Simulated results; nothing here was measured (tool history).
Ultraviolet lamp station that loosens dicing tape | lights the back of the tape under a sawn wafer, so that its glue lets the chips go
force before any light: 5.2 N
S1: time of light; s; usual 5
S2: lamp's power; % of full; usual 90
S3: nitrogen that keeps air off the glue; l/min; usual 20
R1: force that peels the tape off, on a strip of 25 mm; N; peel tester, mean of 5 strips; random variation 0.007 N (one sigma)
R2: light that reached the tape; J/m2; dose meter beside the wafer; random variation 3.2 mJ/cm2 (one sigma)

Run 1, hour 0: usual settings. Result: R1 0.253 N, R2 4840 J/m2.
Run 2, hour 61.7: usual settings but S2 81 % of full. Result: R1 0.359 N, R2 4250 J/m2.
Run 3, hour 125.3: usual settings but S2 81 % of full. Result: R1 0.387 N, R2 4110 J/m2.
Run 4, hour 214: usual settings but S2 81 % of full. Result: R1 0.413 N, R2 4050 J/m2.
Run 5, hour 256.9: usual settings but S1 4 s. Result: R1 0.544 N, R2 3520 J/m2.
Run 6, hour 349.6: usual settings. Result: R1 0.357 N, R2 4320 J/m2.
Run 7, hour 410.3: usual settings. Result: R1 0.364 N, R2 4220 J/m2.
Run 8, hour 461.6: usual settings. Result: R1 0.394 N, R2 4080 J/m2.
Run 9, hour 554: usual settings. Result: R1 0.397 N, R2 3960 J/m2.
At hour 574.6: window cleaned of glue's vapour.
Run 10, hour 601.7: usual settings. Result: R1 0.389 N, R2 4100 J/m2.
Run 11, hour 647.7: usual settings. Result: R1 0.38 N, R2 4020 J/m2.
Run 12, hour 728.8: usual settings. Result: R1 0.428 N, R2 3960 J/m2.
Run 13, hour 818.7: usual settings. Result: R1 0.451 N, R2 3870 J/m2.
Run 14, hour 887.6: usual settings but S1 4 s. Result: R1 0.798 N, R2 2970 J/m2.
Run 15, hour 944.6: usual settings but S1 4 s. Result: R1 0.781 N, R2 2910 J/m2.
Run 16, hour 1008.2: usual settings but S1 4 s. Result: R1 0.823 N, R2 2830 J/m2.
Run 17, hour 1089.5: usual settings. Result: R1 0.544 N, R2 3460 J/m2.
Run 18, hour 1168.9: usual settings. Result: R1 0.597 N, R2 3320 J/m2.
Run 19, hour 1228: usual settings but S1 8 s. Result: R1 0.214 N, R2 5160 J/m2.
Run 20, hour 1292.6: usual settings but S1 8 s. Result: R1 0.227 N, R2 5140 J/m2.
Run 21, hour 1358.1: usual settings but S1 8 s. Result: R1 0.247 N, R2 4940 J/m2.
Run 22, hour 1437.8: usual settings but S1 8 s, S2 87 % of full, S3 11 l/min. Result: R1 0.447 N, R2 4590 J/m2.
Run 23, hour 1487.5: usual settings but S1 8 s, S2 84 % of full, S3 11 l/min. Result: R1 0.501 N, R2 4320 J/m2.
At hour 1500.8: window cleaned of glue's vapour.
Run 24, hour 1533.8: usual settings but S1 3 s, S2 75 % of full, S3 39 l/min. Result: R1 1.605 N, R2 1490 J/m2.
Run 25, hour 1580.1: usual settings but S1 3 s, S2 75 % of full, S3 39 l/min. Result: R1 1.675 N, R2 1460 J/m2.
Run 26, hour 1623.8: usual settings but S1 3 s, S2 75 % of full, S3 39 l/min. Result: R1 1.741 N, R2 1480 J/m2.
At hour 1674.7: lamp changed.
Run 27, hour 1716.3: usual settings but S1 6 s, S2 62 % of full, S3 34 l/min. Result: R1 0.324 N, R2 3950 J/m2.
Run 28, hour 1776.9: usual settings but S1 9 s, S2 69 % of full, S3 16 l/min. Result: R1 0.143 N, R2 6470 J/m2.
Run 29, hour 1842.3: usual settings but S1 2 s, S2 67 % of full, S3 6 l/min. Result: R1 2.74 N, R2 1360 J/m2.
Run 30, hour 1883.3: usual settings but S2 62 % of full, S3 23 l/min. Result: R1 0.652 N, R2 3100 J/m2.
Run 31, hour 1945.7: usual settings but S2 63 % of full, S3 21 l/min. Result: R1 0.675 N, R2 3070 J/m2.
Run 32, hour 2017.1: usual settings but S1 4 s, S2 62 % of full, S3 17 l/min. Result: R1 1.144 N, R2 2360 J/m2.
Run 33, hour 2088.1: usual settings but S1 4 s, S2 62 % of full, S3 17 l/min. Result: R1 1.245 N, R2 2380 J/m2.
Run 34, hour 2149.5: usual settings but S1 7 s, S3 8 l/min. Result: R1 0.325 N, R2 5800 J/m2.
Run 35, hour 2218.9: usual settings but S1 7 s, S3 8 l/min. Result: R1 0.352 N, R2 5680 J/m2.
Run 36, hour 2264.9: usual settings but S1 7 s, S3 8 l/min. Result: R1 0.359 N, R2 5600 J/m2.
Run 37, hour 2330.5: usual settings but S1 9 s, S2 66 % of full. Result: R1 0.214 N, R2 5210 J/m2.
Run 38, hour 2403: usual settings but S1 4 s, S2 89 % of full. Result: R1 0.766 N, R2 3030 J/m2.
At hour 2428.5: window cleaned of glue's vapour.
Run 39, hour 2444.1: usual settings but S1 4 s, S2 82 % of full. Result: R1 0.808 N, R2 2880 J/m2.
Run 40, hour 2492.4: usual settings but S1 4 s, S2 82 % of full. Result: R1 0.801 N, R2 2820 J/m2.
Run 41, hour 2579.6: usual settings but S3 8 l/min. Result: R1 0.826 N, R2 3770 J/m2.
Run 42, hour 2663.7: usual settings but S1 4 s, S2 65 % of full. Result: R1 1.325 N, R2 2100 J/m2.

Forecast each of these 3 alternatives for the next run:
Run A, hour 2745.7: usual settings but S1 2 s, S2 69 % of full. Result: R1 ?, R2 ?.
Run B, hour 2745.7: usual settings but S1 3 s, S2 87 % of full, S3 6 l/min. Result: R1 ?, R2 ?.
Run C, hour 2745.7: usual settings but S3 37 l/min. Result: R1 ?, R2 ?.

run     R1    R2
  A  2.578  1090
  B  2.096  2040
  C  0.402  3500
Without the tool's hidden state the same runs would have given:
run     R1    R2
  A  1.946  1530
  B  1.456  2860
  C  0.179  4900

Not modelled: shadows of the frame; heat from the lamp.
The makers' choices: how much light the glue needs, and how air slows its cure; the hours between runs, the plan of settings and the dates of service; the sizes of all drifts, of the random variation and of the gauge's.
